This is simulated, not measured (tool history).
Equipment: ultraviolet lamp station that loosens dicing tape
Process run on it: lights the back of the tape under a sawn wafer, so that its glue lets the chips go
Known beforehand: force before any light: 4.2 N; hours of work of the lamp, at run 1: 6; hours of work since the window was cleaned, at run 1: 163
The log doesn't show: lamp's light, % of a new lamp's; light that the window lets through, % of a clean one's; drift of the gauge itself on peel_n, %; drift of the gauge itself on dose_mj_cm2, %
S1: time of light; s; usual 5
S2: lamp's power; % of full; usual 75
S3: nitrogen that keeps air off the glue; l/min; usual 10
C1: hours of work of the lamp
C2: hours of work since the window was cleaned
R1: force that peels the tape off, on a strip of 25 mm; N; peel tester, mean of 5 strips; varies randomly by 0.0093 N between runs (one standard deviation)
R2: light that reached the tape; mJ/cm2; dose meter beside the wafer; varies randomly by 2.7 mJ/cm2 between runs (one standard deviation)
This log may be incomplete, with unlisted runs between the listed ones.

Run 1, hour 0: usual settings; C1 6; C2 163. Result: R1 0.402 N, R2 346 mJ/cm2.
Run 2, hour 75.2: usual settings; C1 48; C2 205. Result: R1 0.409 N, R2 344 mJ/cm2.
Run 3, hour 115.5: usual settings; C1 71; C2 228. Result: R1 0.416 N, R2 343 mJ/cm2.
Run 4, hour 171.5: usual settings; C1 102; C2 259. Result: R1 0.437 N, R2 342 mJ/cm2.
Run 5, hour 230.7: usual settings; C1 135; C2 292. Result: R1 0.426 N, R2 335 mJ/cm2.
Run 6, hour 278.7: usual settings; C1 162; C2 319. Result: R1 0.439 N, R2 334 mJ/cm2.
Run 7, hour 330: usual settings but S3 8 l/min; C1 190; C2 348. Result: R1 0.474 N, R2 335 mJ/cm2.
Run 8, hour 387.4: usual settings; C1 222; C2 380. Result: R1 0.45 N, R2 330 mJ/cm2.
Run 9, hour 448.2: usual settings; C1 256; C2 414. Result: R1 0.461 N, R2 323 mJ/cm2.
Run 10, hour 487.9: usual settings but S3 8 l/min; C1 278; C2 436. Result: R1 0.491 N, R2 327 mJ/cm2.
Run 11, hour 536.1: usual settings but S3 8 l/min; C1 305; C2 463. Result: R1 0.505 N, R2 322 mJ/cm2.
Run 12, hour 586.1: usual settings but S3 8 l/min; C1 333; C2 491. Result: R1 0.504 N, R2 320 mJ/cm2.
Run 13, hour 627.7: usual settings but S3 8 l/min; C1 356; C2 514. Result: R1 0.505 N, R2 318 mJ/cm2.
At hour 687.3: window cleaned of glue's vapour.
Run 14, hour 694.1: usual settings but S3 8 l/min; C1 393; C2 4. Result: R1 0.56 N, R2 300 mJ/cm2.
Run 15, hour 775.2: usual settings but S3 8 l/min; C1 439; C2 49. Result: R1 0.582 N, R2 304 mJ/cm2.
Run 16, hour 830: usual settings but S2 66 % of full; C1 469; C2 80. Result: R1 0.673 N, R2 265 mJ/cm2.
Run 17, hour 908.8: usual settings but S2 66 % of full; C1 513; C2 124. Result: R1 0.649 N, R2 260 mJ/cm2.
At hour 942.3: window cleaned of glue's vapour, once more.
Run 18, hour 966.8: usual settings but S2 66 % of full; C1 545; C2 14. Result: R1 0.596 N, R2 290 mJ/cm2.
Run 19, hour 1027.6: usual settings but S2 66 % of full; C1 579; C2 48. Result: R1 0.576 N, R2 283 mJ/cm2.
Run 20, hour 1094.9: usual settings but S2 66 % of full; C1 617; C2 85. Result: R1 0.578 N, R2 282 mJ/cm2.
Run 21, hour 1171.4: usual settings but S2 66 % of full; C1 659; C2 128. Result: R1 0.604 N, R2 275 mJ/cm2.
Run 22, hour 1216.1: usual settings but S2 66 % of full; C1 684; C2 153. Result: R1 0.603 N, R2 276 mJ/cm2.
Run 23, hour 1271.7: usual settings but S2 84 % of full, S3 7 l/min; C1 715; C2 184. Result: R1 0.452 N, R2 347 mJ/cm2.
Run 24, hour 1313.5: usual settings but S2 84 % of full, S3 7 l/min; C1 739; C2 207. Result: R1 0.457 N, R2 344 mJ/cm2.
Run 25, hour 1386.9: usual settings but S2 84 % of full, S3 7 l/min; C1 780; C2 248. Result: R1 0.453 N, R2 339 mJ/cm2.
Run 26, hour 1428.6: usual settings but S1 3 s, S2 91 % of full, S3 18 l/min; C1 803; C2 271. Result: R1 0.723 N, R2 221 mJ/cm2.
Run 27, hour 1465.9: usual settings but S1 3 s, S2 90 % of full, S3 18 l/min; C1 824; C2 292. Result: R1 0.768 N, R2 216 mJ/cm2.

Run 28 comes next. What will it give?
Run 28, hour 1544.9: usual settings but S1 3 s, S2 90 % of full, S3 18 l/min; C1 868; C2 336. Result: R1 ?, R2 ?.

{"run 28": {"R1": 0.773, "R2": 211}}
On a tool with no hidden condition, and with the same random variation, this run would have come out at R1 0.59 N, R2 251 mJ/cm2.

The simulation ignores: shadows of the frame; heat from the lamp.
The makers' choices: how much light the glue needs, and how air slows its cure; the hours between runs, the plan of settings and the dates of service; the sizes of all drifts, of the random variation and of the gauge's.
